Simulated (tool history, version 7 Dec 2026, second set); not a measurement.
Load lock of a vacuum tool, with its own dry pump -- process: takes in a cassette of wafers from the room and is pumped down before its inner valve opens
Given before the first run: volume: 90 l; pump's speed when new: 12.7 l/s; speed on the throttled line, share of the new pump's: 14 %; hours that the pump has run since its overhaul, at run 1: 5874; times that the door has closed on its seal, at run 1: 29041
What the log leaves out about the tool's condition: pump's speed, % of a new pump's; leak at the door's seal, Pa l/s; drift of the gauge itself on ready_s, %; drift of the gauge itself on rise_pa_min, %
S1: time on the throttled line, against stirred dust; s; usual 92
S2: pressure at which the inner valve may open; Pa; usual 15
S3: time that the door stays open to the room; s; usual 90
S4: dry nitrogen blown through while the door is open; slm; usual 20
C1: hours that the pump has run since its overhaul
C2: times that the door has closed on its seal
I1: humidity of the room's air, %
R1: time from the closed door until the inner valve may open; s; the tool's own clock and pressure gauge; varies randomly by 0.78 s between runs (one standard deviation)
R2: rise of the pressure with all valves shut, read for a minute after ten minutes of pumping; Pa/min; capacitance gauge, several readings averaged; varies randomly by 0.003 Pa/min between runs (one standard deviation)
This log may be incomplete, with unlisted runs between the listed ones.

run    hour   S1  S2   S3  S4     C1     C2    I1     R1     R2
  1       0   92  15   90  20   5874  29041  46.1  141.8  0.045
  2   460.3   92  15   90  20   6335  29739  45.2  141.3  0.036
  3   982.1   92  15   90  20   6857  30530  42.3  141.8  0.039
     1324.3  -- door's seal changed, seat wiped
  4  1438.1   92  15   90  20   7311    173  45.2  142.7  0.039
  5  2147.4   77  15   90  20   8020   1248  46.3  130.1  0.042
  6    2461   77  15   90  20   8334   1723  39.9  129.6  0.027
  7  3133.1   92  15   90  20   9006   2742  45.9  141.7  0.036
  8    3597   69  15   90  20   9470   3446  44.5  121.7   0.04
  9  4160.7   92  15   90  12  10034   4300  48.1    142  0.051
 10    4581   64  13   47   6  10454   4937  48.2  119.3  0.037
     4664.3  -- dry pump taken out, an overhauled one fitted
 11  5320.1   64  13   44   7    656   6049  47.7  118.4  0.034
 12  5767.6  160  15  203  20   1103   6727  45.6  199.7   0.06
 13  6514.3  160  15  203  20   1850   7859    46  201.7  0.059
 14  6926.1  166  11   75   6   2262   8483  46.6  209.8  0.048
 15  7298.3   92  17   90   9   2634   9048  49.3  141.3   0.05
 16  7821.9  119  15   86  20   3158   9841  44.7  164.5  0.033

Below are 4 alternative next runs, each starting from the tool's condition after run 16. Predict each:
  A  8173.4  119  15  155  39  3509  10374  46.2   ?   ?
  B  8173.4   83  15   90  10  3509  10374    45   ?   ?
  C  8173.4  119  12  212  31  3509  10374  41.4   ?   ?
  D  8173.4   92  15  153  20  3509  10374  44.8   ?   ?

run     R1     R2
  A  166.1  0.042
  B    133  0.045
  C  166.9  0.047
  D  142.2  0.045
Stripped of hidden state, with their random variation kept, the same runs would have yielded:
run     R1     R2
  A  166.1  0.042
  B    133  0.045
  C  166.9  0.046
  D  142.2  0.045
